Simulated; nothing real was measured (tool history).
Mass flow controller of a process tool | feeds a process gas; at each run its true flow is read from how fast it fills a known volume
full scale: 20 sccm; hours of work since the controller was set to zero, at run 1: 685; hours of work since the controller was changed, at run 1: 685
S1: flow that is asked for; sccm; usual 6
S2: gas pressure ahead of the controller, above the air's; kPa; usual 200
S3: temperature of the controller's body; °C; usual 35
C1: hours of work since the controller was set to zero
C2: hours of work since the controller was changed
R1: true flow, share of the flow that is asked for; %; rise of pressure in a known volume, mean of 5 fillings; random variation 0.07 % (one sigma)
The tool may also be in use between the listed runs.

{"run": 1, "hour": 0.0, "S1": 6, "S2": 200, "S3": 35, "C1": 685, "C2": 685, "R1": 98.49}
{"run": 2, "hour": 179.6, "S1": 6, "S2": 200, "S3": 35, "C1": 813, "C2": 813, "R1": 98.5}
{"run": 3, "hour": 324.1, "S1": 6, "S2": 200, "S3": 35, "C1": 917, "C2": 917, "R1": 98.57}
{"run": 4, "hour": 456.5, "S1": 6, "S2": 200, "S3": 35, "C1": 1011, "C2": 1011, "R1": 98.74}
{"run": 5, "hour": 631.1, "S1": 6, "S2": 200, "S3": 35, "C1": 1136, "C2": 1136, "R1": 98.85}
{"run": 6, "hour": 758.5, "S1": 6, "S2": 200, "S3": 35, "C1": 1227, "C2": 1227, "R1": 98.84}
{"run": 7, "hour": 921.7, "S1": 6, "S2": 200, "S3": 35, "C1": 1343, "C2": 1343, "R1": 98.86}
{"run": 8, "hour": 1125.5, "S1": 6, "S2": 200, "S3": 35, "C1": 1489, "C2": 1489, "R1": 98.77}
{"run": 9, "hour": 1301.9, "S1": 6, "S2": 200, "S3": 35, "C1": 1615, "C2": 1615, "R1": 98.89}
{"run": 10, "hour": 1429.0, "S1": 6, "S2": 200, "S3": 22, "C1": 1705, "C2": 1705, "R1": 99.94}
{"run": 11, "hour": 1525.7, "S1": 6, "S2": 227, "S3": 22, "C1": 1774, "C2": 1774, "R1": 100.05}
{"run": 12, "hour": 1671.1, "S1": 6, "S2": 227, "S3": 22, "C1": 1878, "C2": 1878, "R1": 100.01}
{"run": 13, "hour": 1819.8, "S1": 6, "S2": 227, "S3": 22, "C1": 1984, "C2": 1984, "R1": 100.04}
{"run": 14, "hour": 1931.3, "S1": 6, "S2": 227, "S3": 22, "C1": 2064, "C2": 2064, "R1": 100.1}
{"run": 15, "hour": 2126.1, "S1": 6, "S2": 200, "S3": 37, "C1": 2203, "C2": 2203, "R1": 99.24}
{"run": 16, "hour": 2241.7, "S1": 6, "S2": 150, "S3": 35, "C1": 2285, "C2": 2285, "R1": 99.49}
{"run": 17, "hour": 2384.5, "S1": 6, "S2": 200, "S3": 33, "C1": 2387, "C2": 2387, "R1": 99.6}
{"run": 18, "hour": 2566.0, "S1": 6, "S2": 200, "S3": 33, "C1": 2517, "C2": 2517, "R1": 99.79}
{"run": 19, "hour": 2732.4, "S1": 6, "S2": 200, "S3": 33, "C1": 2636, "C2": 2636, "R1": 99.6}
{"run": 20, "hour": 2905.7, "S1": 6, "S2": 200, "S3": 33, "C1": 2759, "C2": 2759, "R1": 99.56}
{"run": 21, "hour": 3020.8, "S1": 6, "S2": 200, "S3": 33, "C1": 2842, "C2": 2842, "R1": 99.79}
{"run": 22, "hour": 3210.1, "S1": 6, "S2": 200, "S3": 33, "C1": 2977, "C2": 2977, "R1": 99.77}
{"run": 23, "hour": 3364.5, "S1": 6, "S2": 200, "S3": 33, "C1": 3087, "C2": 3087, "R1": 99.88}
{"run": 24, "hour": 3483.5, "S1": 6, "S2": 200, "S3": 38, "C1": 3172, "C2": 3172, "R1": 99.54}
{"run": 25, "hour": 3580.3, "S1": 4, "S2": 187, "S3": 38, "C1": 3241, "C2": 3241, "R1": 100.51}
{"run": 26, "hour": 3768.8, "S1": 9, "S2": 154, "S3": 31, "C1": 3376, "C2": 3376, "R1": 99.87}
{"run": 27, "hour": 3921.8, "S1": 6, "S2": 271, "S3": 20, "C1": 3485, "C2": 3485, "R1": 100.79}
{"run": 28, "hour": 4029.4, "S1": 6, "S2": 239, "S3": 31, "C1": 3561, "C2": 3561, "R1": 100.12}

The next listed run, before its measurement:
{"run": 29, "hour": 4227.7, "S1": 7, "S2": 184, "S3": 33, "C1": 3703, "C2": 3703, "R1": "?"}

{"run 29": {"R1": 99.96}}
Without the tool's hidden state the same run would have given R1 98.64 %.
